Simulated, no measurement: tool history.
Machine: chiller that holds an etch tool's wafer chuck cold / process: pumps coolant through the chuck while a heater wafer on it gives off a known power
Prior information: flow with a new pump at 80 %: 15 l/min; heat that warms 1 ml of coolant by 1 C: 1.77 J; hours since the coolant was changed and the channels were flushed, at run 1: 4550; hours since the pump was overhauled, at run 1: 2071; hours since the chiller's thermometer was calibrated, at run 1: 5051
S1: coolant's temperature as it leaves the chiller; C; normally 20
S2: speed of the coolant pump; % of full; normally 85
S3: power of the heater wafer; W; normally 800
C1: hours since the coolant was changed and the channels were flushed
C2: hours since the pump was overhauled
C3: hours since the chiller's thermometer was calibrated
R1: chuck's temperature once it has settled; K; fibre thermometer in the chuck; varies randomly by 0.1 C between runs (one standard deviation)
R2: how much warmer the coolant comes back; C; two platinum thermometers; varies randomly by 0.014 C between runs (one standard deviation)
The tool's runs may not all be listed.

| run | hour | S1 | S2 | S3 | C1 | C2 | C3 | R1 | R2 |
|---|---|---|---|---|---|---|---|---|---|
| 1 | 0.0 | 20 | 85 | 800 | 4550 | 2071 | 5051 | 300.25 | 1.70 |
|  | 77.3 | chiller's thermometer calibrated |
| 2 | 110.6 | 13 | 85 | 800 | 4659 | 2181 | 33 | 293.25 | 1.68 |
| 3 | 230.5 | 10 | 85 | 800 | 4779 | 2301 | 153 | 290.25 | 1.68 |
| 4 | 382.6 | 10 | 85 | 800 | 4931 | 2453 | 305 | 290.05 | 1.67 |
| 5 | 543.6 | 20 | 85 | 967 | 5092 | 2614 | 466 | 301.65 | 2.03 |
| 6 | 735.9 | 20 | 85 | 967 | 5284 | 2806 | 659 | 301.85 | 2.03 |
| 7 | 846.3 | 20 | 85 | 967 | 5395 | 2916 | 769 | 301.65 | 2.00 |
| 8 | 930.7 | 20 | 85 | 967 | 5479 | 3001 | 853 | 301.45 | 1.99 |
| 9 | 1011.8 | 20 | 85 | 967 | 5560 | 3082 | 934 | 301.55 | 1.98 |
|  | 1086.5 | coolant changed, channels flushed |
| 10 | 1152.4 | 15 | 66 | 570 | 66 | 3217 | 1069 | 294.05 | 1.50 |
| 11 | 1239.3 | 20 | 69 | 800 | 153 | 3303 | 1156 | 301.25 | 2.05 |
| 12 | 1353.8 | 20 | 69 | 800 | 267 | 3418 | 1271 | 301.35 | 2.07 |

What does the tool deliver on the next run?
| 13 | 1550.2 | 19 | 87 | 1159 | 464 | 3614 | 1467 | ? | ? |

R1: 302.25 K
R2: 2.29 C
Were there no unlogged condition in the tool, this run, its random variation unchanged, would have produced R1 302.25 K, R2 2.37 C.
